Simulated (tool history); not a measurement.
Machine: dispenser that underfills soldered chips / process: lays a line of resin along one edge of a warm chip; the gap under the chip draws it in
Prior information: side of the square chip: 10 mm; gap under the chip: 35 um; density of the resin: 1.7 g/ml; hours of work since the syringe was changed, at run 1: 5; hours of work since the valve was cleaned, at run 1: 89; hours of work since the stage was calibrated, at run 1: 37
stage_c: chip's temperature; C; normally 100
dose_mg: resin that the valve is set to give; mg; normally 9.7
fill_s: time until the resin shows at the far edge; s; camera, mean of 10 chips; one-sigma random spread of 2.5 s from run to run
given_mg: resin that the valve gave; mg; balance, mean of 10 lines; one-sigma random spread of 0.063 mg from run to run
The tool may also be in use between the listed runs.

run   hour  stage_c  dose_mg  hours of work since the syringe was changed  hours of work since the valve was cleaned  hours of work since the stage was calibrated  fill_s  given_mg
  1      0      100      9.7                                            5                                         89                                            37   304.7      9.02
      10.2  -- new syringe of resin
  2   13.9      100      9.7                                            2                                         97                                            46   280.8      8.95
  3   27.9      100      9.7                                           11                                        106                                            54   393.4      8.69
      29.6  -- new syringe of resin
  4   38.1      100     8.41                                            5                                        112                                            60   326.8      7.53
      48.1  -- new syringe of resin
  5   52.4      100     8.41                                            3                                        121                                            69   298.4      7.62
  6     61      100     8.41                                            8                                        126                                            74   371.2      7.54
      66.9  -- new syringe of resin
  7   72.8      100      9.7                                            4                                        133                                            81   299.7      8.62
      85.9  -- new syringe of resin
  8     87      100    10.03                                            1                                        141                                            90   264.1      8.86
        93  -- dispensing valve cleaned and set on the balance
  9  100.5      100      9.7                                            8                                          5                                            97   342.7      9.75
     105.8  -- new syringe of resin
 10  108.1      100      9.7                                            1                                          9                                           102   270.4      9.79
 11  117.4      100      9.7                                            7                                         15                                           107   330.8      9.58
     124.9  -- new syringe of resin
 12  132.5      105      9.7                                            5                                         24                                           116   245.9      9.45
     144.1  -- new syringe of resin
 13  145.3      105      9.7                                            1                                         31                                           124     213      9.33
 14  157.2      105      9.7                                            8                                         39                                           131   279.3      9.35
     162.7  -- new syringe of resin
 15  167.5      100      9.7                                            3                                         45                                           137   288.8      9.39
 16  179.6      100      9.7                                           10                                         52                                           145   381.5      9.24
     181.8  -- new syringe of resin
 17    187      100      9.7                                            3                                         57                                           149   292.2      9.28
 18  199.1      113    10.16                                           11                                         64                                           157   215.1      9.61
     200.5  -- new syringe of resin
 19  210.3       93    10.12                                            6                                         71                                           163   464.8      9.49
 20  217.7      113     8.61                                           10                                         75                                           168   229.6      8.04
     219.7  -- new syringe of resin
 21  230.8      113     8.61                                            7                                         83                                           176   198.8      8.02
     238.1  -- new syringe of resin
 22  246.6       91    12.33                                            5                                         92                                           185     466     11.55
     256.5  -- new syringe of resin
 23  261.2      107    11.84                                            3                                        101                                           194   206.3     10.79
 24  268.1      107    11.84                                            7                                        105                                           198   242.4     10.79
     274.9  -- new syringe of resin
 25  281.2      112     9.72                                            4                                        113                                           206   184.2      8.76
 26  291.9       97    10.74                                           10                                        120                                           212   461.3      9.42
     294.1  -- new syringe of resin
 27  302.9       97    10.74                                            5                                        126                                           219     366       9.6
     312.9  -- new syringe of resin
 28  317.1      100    10.81                                            3                                        135                                           227     290      9.66
 29  326.9       89    12.11                                            9                                        141                                           233   614.3     10.67
     332.4  -- new syringe of resin
     334.8  -- dispensing valve cleaned and set on the balance
 30  336.5       89    12.11                                            2                                          1                                           238   457.2     12.04
 31  349.7       89    10.81                                           10                                          9                                           247     632     10.81
     352.2  -- new syringe of resin
 32  357.6       96     8.69                                            3                                         14                                           251   369.1      8.61
       371  -- new syringe of resin
 33    371      104      9.7                                            0                                         22                                           259     221      9.49
 34  381.6      104    11.81                                            6                                         28                                           266   275.9     11.46

Run by run, hidden condition taken away, random variation retained:
The tool's hidden condition here consists of: resin's viscosity, % of fresh resin's; dose that the valve gives, % of what is set; true chip temperature over the reading, C; drift of the gauge itself on fill_s, %; drift of the gauge itself on given_mg, %.
run  fill_s  given_mg
  1   245.3      9.77
  2   248.4      9.79
  3   250.8      9.59
  4   255.2      8.35
  5   252.2      8.52
  6   256.8      8.47
  7   246.5      9.74
  8   246.8      10.1
  9   244.1      9.76
 10   248.3      9.85
 11   244.5      9.68
 12   198.3      9.62
 13   199.7      9.57
 14     199      9.65
 15     245      9.74
 16   244.5      9.65
 17   246.3      9.74
 18   137.5     10.16
 19   345.9     10.09
 20   143.7      8.58
 21   143.2      8.63
 22   365.1     12.53
 23   178.2     11.81
 24   178.1     11.86
 25   143.6       9.7
 26   280.8     10.52
 27   275.8     10.77
 28   243.3     10.91
 29   411.2     12.13
 30   398.7     12.04
 31   405.2      10.9
 32   303.8      8.71
 33   207.9      9.66
 34   203.4     11.74
